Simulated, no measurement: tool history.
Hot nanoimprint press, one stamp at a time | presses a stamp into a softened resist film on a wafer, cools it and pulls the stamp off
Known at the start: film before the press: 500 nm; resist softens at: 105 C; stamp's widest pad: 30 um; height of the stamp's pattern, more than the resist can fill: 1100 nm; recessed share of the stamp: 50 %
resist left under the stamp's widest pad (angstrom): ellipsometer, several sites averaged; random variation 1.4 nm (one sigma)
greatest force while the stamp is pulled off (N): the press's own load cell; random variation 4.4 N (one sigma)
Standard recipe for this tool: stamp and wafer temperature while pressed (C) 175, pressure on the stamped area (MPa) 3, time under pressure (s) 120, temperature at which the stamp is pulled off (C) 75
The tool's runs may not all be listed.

run	hour	stamp and wafer temperature while pressed (C)	pressure on the stamped area (MPa)	time under pressure (s)	temperature at which the stamp is pulled off (C)	resist left under the stamp's widest pad (angstrom)	greatest force while the stamp is pulled off (N)
1	0	175	3	120	75	2350	211
2	69.1	175	3	120	75	2367	214
3	140.8	175	3	120	75	2356	213
# hour 170.6: plate thermocouple calibrated
# hour 206.5: press's hydraulic seals changed and the load cell set to zero
4	232.8	175	3	120	75	2369	213
5	295.5	175	3	120	75	2388	222
6	367.9	175	3	120	75	2341	215
7	437.2	175	3	120	75	2359	212
8	512.1	175	3	150	75	2195	218
# hour 527.3: stamp cleaned and given a new release coat
9	591.4	175	3	120	82	2368	183
10	629.4	175	3	120	82	2348	182
11	680.8	175	3	120	75	2374	213
12	734.8	175	3	120	75	2368	220
13	768.4	175	3	120	75	2344	210
14	807.9	175	3	120	75	2372	220
15	882.5	175	3	120	75	2340	219
16	919.5	183	3	120	75	1760	221
17	963.5	178	3	120	75	2122	219
# hour 975: plate thermocouple calibrated
# hour 1041.3: press's hydraulic seals changed and the load cell set to zero
18	1048.1	184	3	112	78	1735	198
19	1101.8	177	4.21	77	70	2113	235
# hour 1142.1: stamp cleaned and given a new release coat
20	1158.9	176	3	120	62	2254	279
21	1208.7	175	3	120	69	2379	237
22	1265.2	175	3.08	64	69	2841	237
23	1298.4	175	2.26	70	78	3197	198
24	1371.6	178	3.13	165	80	1857	195
25	1412.7	175	3.1	120	75	2349	211
26	1449.2	175	3.1	120	75	2318	208
27	1490.3	180	4.69	73	75	1805	217
28	1546.5	175	3	120	79	2339	186
29	1590.5	175	3	124	75	2317	214
30	1639.3	175	3	124	71	2334	232

Each row is a separate what-if for the run after 30, all from the same tool condition, not one after another. Results?
A	1682	175	3.45	120	75	?	?
B	1682	176	4.41	122	75	?	?
C	1682	175	1.95	67	75	?	?
D	1682	175	3.75	124	76	?	?

run	resist left under the stamp's widest pad (angstrom)	greatest force while the stamp is pulled off (N)
A	2190	220
B	1825	212
C	3447	220
D	2074	208
With no hidden state in the tool, these same runs would have given:
run	resist left under the stamp's widest pad (angstrom)	greatest force while the stamp is pulled off (N)
A	2188	219
B	1822	211
C	3444	219
D	2072	207

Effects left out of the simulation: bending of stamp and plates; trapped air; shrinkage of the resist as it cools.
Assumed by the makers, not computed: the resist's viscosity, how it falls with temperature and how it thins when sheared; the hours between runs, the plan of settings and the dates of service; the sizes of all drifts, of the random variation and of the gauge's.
